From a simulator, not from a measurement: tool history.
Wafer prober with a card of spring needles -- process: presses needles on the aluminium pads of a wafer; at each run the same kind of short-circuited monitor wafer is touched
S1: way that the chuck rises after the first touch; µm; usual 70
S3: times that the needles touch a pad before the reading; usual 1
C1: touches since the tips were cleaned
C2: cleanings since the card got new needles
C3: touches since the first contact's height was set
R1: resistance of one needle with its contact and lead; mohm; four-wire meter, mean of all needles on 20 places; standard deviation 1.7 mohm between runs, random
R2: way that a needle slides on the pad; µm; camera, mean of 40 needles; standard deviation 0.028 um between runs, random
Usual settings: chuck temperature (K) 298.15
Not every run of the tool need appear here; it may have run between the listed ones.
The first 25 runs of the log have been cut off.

run 26 hour=268.1 | S1=70 chuck_temperature_(K)=299.15 S3=1 | C1=6968 C2=20 C3=26909 | R1=883 R2=9.75
-- hour=272.3 tips cleaned on abrasive film
run 27 hour=276.6 | S1=70 chuck_temperature_(K)=299.15 S3=1 | C1=1642 C2=21 C3=30074 | R1=579 R2=9.72
run 28 hour=285.4 | S1=89 chuck_temperature_(K)=338.15 S3=2 | C1=4968 C2=21 C3=33400 | R1=423 R2=12.45
-- hour=295.5 tips cleaned on abrasive film
run 29 hour=298.2 | S1=72 chuck_temperature_(K)=328.15 S3=2 | C1=990 C2=22 C3=38157 | R1=342 R2=9.99
run 30 hour=308.5 | S1=68 chuck_temperature_(K)=298.15 S3=2 | C1=4897 C2=22 C3=42064 | R1=604 R2=9.43
-- hour=317.8 tips cleaned on abrasive film
run 31 hour=319.7 | S1=80 chuck_temperature_(K)=327.15 S3=2 | C1=720 C2=23 C3=46244 | R1=284 R2=11.07
run 32 hour=332.5 | S1=80 chuck_temperature_(K)=327.15 S3=2 | C1=5533 C2=23 C3=51057 | R1=496 R2=11.14
-- hour=340.4 tips cleaned on abrasive film
run 33 hour=340.4 | S1=65 chuck_temperature_(K)=316.15 S3=2 | C1=0 C2=24 C3=54015 | R1=220 R2=9.01
run 34 hour=353.9 | S1=61 chuck_temperature_(K)=316.15 S3=1 | C1=5074 C2=24 C3=59089 | R1=1062 R2=8.47

3 options for the next run, each taken on its own from the tool as it stands now. Forecast them:
-- hour=363.1 tips cleaned on abrasive film
run A hour=368.1 | S1=60 chuck_temperature_(K)=298.15 S3=1 | C1=1880 C2=25 C3=64397 | R1=? R2=?
-- hour=363.1 tips cleaned on abrasive film
run B hour=368.1 | S1=51 chuck_temperature_(K)=299.15 S3=1 | C1=1880 C2=25 C3=64397 | R1=? R2=?
-- hour=363.1 tips cleaned on abrasive film
run C hour=368.1 | S1=56 chuck_temperature_(K)=298.15 S3=1 | C1=1880 C2=25 C3=64397 | R1=? R2=?

run=A R1=759 R2=8.29
run=B R1=979 R2=7.02
run=C R1=843 R2=7.75
What these runs would have given with no unlogged condition in the tool:
run=A R1=179 R2=8.37
run=B R1=185 R2=7.1
run=C R1=182 R2=7.83
